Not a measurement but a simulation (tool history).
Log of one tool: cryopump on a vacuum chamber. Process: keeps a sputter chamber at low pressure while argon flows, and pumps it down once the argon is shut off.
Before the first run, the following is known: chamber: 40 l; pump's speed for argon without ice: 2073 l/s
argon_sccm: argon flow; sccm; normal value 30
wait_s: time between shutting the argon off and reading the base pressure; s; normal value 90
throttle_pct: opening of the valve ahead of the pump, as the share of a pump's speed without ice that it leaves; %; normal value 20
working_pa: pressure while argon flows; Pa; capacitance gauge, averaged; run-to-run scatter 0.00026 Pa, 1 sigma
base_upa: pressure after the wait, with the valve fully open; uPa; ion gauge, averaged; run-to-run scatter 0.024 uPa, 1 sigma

run	hour	argon_sccm	wait_s	throttle_pct	working_pa	base_upa
1	0	30	90	20	0.1242	1.22
2	98.2	30	90	20	0.1244	1.34
3	164.8	30	90	20	0.1243	1.4
4	237.5	30	63	20	0.1243	1.79
5	295.7	30	63	20	0.125	1.78
6	386	30	63	20	0.1251	1.84
7	480.5	30	118	20	0.1262	1.5
8	592.5	30	118	31	0.0826	1.57
9	640.5	30	118	31	0.0833	1.54
10	721.1	30	118	31	0.0832	1.75
# hour 743.3: pump warmed up, emptied and cooled again
11	816.5	30	74	20	0.1229	1.95
12	910.5	30	90	19	0.1301	1.9
13	1011.1	30	90	20	0.1237	1.95
14	1100	30	90	20	0.124	2.07
15	1163.6	30	90	20	0.1242	2.09
16	1245	30	90	20	0.1241	2.2
17	1293.2	30	90	20	0.1246	2.23
18	1355.8	12	129	17	0.0586	2.13
19	1442.3	30	258	25	0.1002	1.83
20	1544.2	23	21	55	0.0366	4.91
21	1605.3	23	21	55	0.0367	5.04
22	1712.7	23	21	55	0.0371	5.31
23	1760.2	23	21	55	0.0371	5.15
# hour 1810.9: pump warmed up, emptied and cooled again
24	1882.9	32	90	17	0.1548	2.6
# hour 1936.8: leaking fittings of the chamber tightened, without venting
25	1946.8	34	90	20	0.1398	0.92
26	1999.8	59	72	38	0.1292	1.11
27	2113.4	30	42	38	0.066	1.86
28	2164.2	36	35	37	0.0815	2.22
29	2242.6	22	22	19	0.0959	3.46
30	2355.4	22	51	19	0.0964	1.8
31	2434.6	22	51	19	0.0968	1.86
32	2485	19	133	37	0.0439	1.1
33	2556.9	19	133	37	0.0439	1.16

Each run again, without the hidden state but with its own random variation kept:
Hidden state at play: pump's speed, % of a pump's without ice; cold plate's temperature, K; leak into the chamber, uPa l/s; drift of the gauge itself on working_pa, %; drift of the gauge itself on base_upa, %.
run	working_pa	base_upa
1	0.1225	0.86
2	0.1225	0.89
3	0.1221	0.9
4	0.1219	1.23
5	0.1223	1.19
6	0.1221	1.17
7	0.1227	0.73
8	0.0788	0.71
9	0.0793	0.64
10	0.0788	0.73
11	0.1221	1.05
12	0.1291	0.89
13	0.1223	0.88
14	0.1223	0.89
15	0.1223	0.89
16	0.1219	0.89
17	0.1223	0.89
18	0.0575	0.7
19	0.0973	0.39
20	0.0341	3.32
21	0.0341	3.37
22	0.0341	3.47
23	0.034	3.33
24	0.1538	0.89
25	0.1386	0.89
26	0.1267	1.04
27	0.0643	1.72
28	0.0793	2.04
29	0.0943	3.21
30	0.0945	1.46
31	0.0947	1.44
32	0.0419	0.65
33	0.0418	0.65
